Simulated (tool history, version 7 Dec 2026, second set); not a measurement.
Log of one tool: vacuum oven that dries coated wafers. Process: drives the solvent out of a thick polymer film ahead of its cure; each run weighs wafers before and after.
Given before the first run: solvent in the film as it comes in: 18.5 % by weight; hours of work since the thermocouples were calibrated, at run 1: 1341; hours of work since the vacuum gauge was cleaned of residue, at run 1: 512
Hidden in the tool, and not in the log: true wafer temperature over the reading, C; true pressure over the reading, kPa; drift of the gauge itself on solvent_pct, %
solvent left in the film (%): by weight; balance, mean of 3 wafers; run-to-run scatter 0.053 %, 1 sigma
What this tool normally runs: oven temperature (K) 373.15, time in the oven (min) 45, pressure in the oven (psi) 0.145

run,hour,oven temperature (K),time in the oven (min),pressure in the oven (psi),hours of work since the thermocouples were calibrated,hours of work since the vacuum gauge was cleaned of residue,solvent left in the film (%)
1,0.0,373.15,45,0.145,1341,512,2.19
2,24.2,373.15,45,0.145,1356,527,2.26
3,43.1,373.15,45,0.145,1368,539,2.24
4,69.7,373.15,45,0.145,1385,555,2.28
5,100.7,373.15,45,0.145,1404,575,2.19
6,129.8,373.15,45,0.145,1422,593,2.31
7,149.2,373.15,45,0.145,1434,605,2.29
8,177.3,373.15,45,0.145,1452,623,2.30
9,210.9,373.15,45,0.145,1473,644,2.30
10,228.3,373.15,45,0.145,1484,655,2.29
11,245.5,373.15,52,0.145,1495,665,1.93
12,264.2,373.15,52,0.145,1506,677,2.05
# hour 268.3: oven's thermocouples calibrated
13,287.2,373.15,41,0.145,12,690,2.13
14,316.8,373.15,41,0.145,30,709,2.10
15,333.5,373.15,45,0.145,41,719,1.91
16,358.7,373.15,45,0.145,56,735,2.06
17,379.3,381.15,45,0.145,69,748,1.12
18,401.5,381.15,45,0.145,83,761,1.16
19,421.9,381.15,45,0.145,96,774,1.19
20,437.0,381.15,45,0.145,105,784,1.10
21,462.5,381.15,45,0.145,121,800,1.21
22,476.7,373.15,45,0.355,130,808,3.53
23,491.0,368.15,49,0.355,139,817,4.67
24,517.9,364.15,49,0.280,156,834,5.18
25,542.2,384.15,28,0.223,171,849,1.69
26,574.4,376.15,53,0.148,191,869,1.50
27,605.9,387.15,57,0.297,211,889,1.60
28,637.1,387.15,57,0.297,230,909,1.73
29,653.7,385.15,45,0.145,241,919,0.99
30,678.5,385.15,45,0.145,256,934,1.00
31,706.3,379.15,45,0.145,274,952,1.37
32,735.1,379.15,45,0.145,292,970,1.40
33,764.8,373.15,23,0.173,310,988,4.42
34,784.2,365.15,48,0.075,322,1000,3.28
35,799.7,365.15,67,0.183,332,1010,3.21
36,814.4,365.15,67,0.183,341,1019,3.31
37,833.0,365.15,67,0.183,353,1031,3.22
38,850.4,373.15,45,0.093,364,1042,1.75
39,872.7,380.15,75,0.104,377,1056,1.00
40,898.6,380.15,75,0.104,394,1072,0.97
41,919.7,365.15,24,0.480,407,1085,9.52
42,943.9,365.15,24,0.480,422,1100,9.45
43,960.5,365.15,42,0.480,432,1111,7.47

Run by run, hidden condition taken away, random variation retained:
run,solvent left in the film (%)
1,1.68
2,1.74
3,1.71
4,1.74
5,1.64
6,1.75
7,1.71
8,1.72
9,1.71
10,1.69
11,1.38
12,1.50
13,1.90
14,1.86
15,1.66
16,1.79
17,0.91
18,0.94
19,0.97
20,0.88
21,0.97
22,3.23
23,4.31
24,4.77
25,1.46
26,1.19
27,1.38
28,1.50
29,0.75
30,0.76
31,1.06
32,1.09
33,4.03
34,2.75
35,2.65
36,2.74
37,2.65
38,1.31
39,0.66
40,0.64
41,9.00
42,8.91
43,6.84

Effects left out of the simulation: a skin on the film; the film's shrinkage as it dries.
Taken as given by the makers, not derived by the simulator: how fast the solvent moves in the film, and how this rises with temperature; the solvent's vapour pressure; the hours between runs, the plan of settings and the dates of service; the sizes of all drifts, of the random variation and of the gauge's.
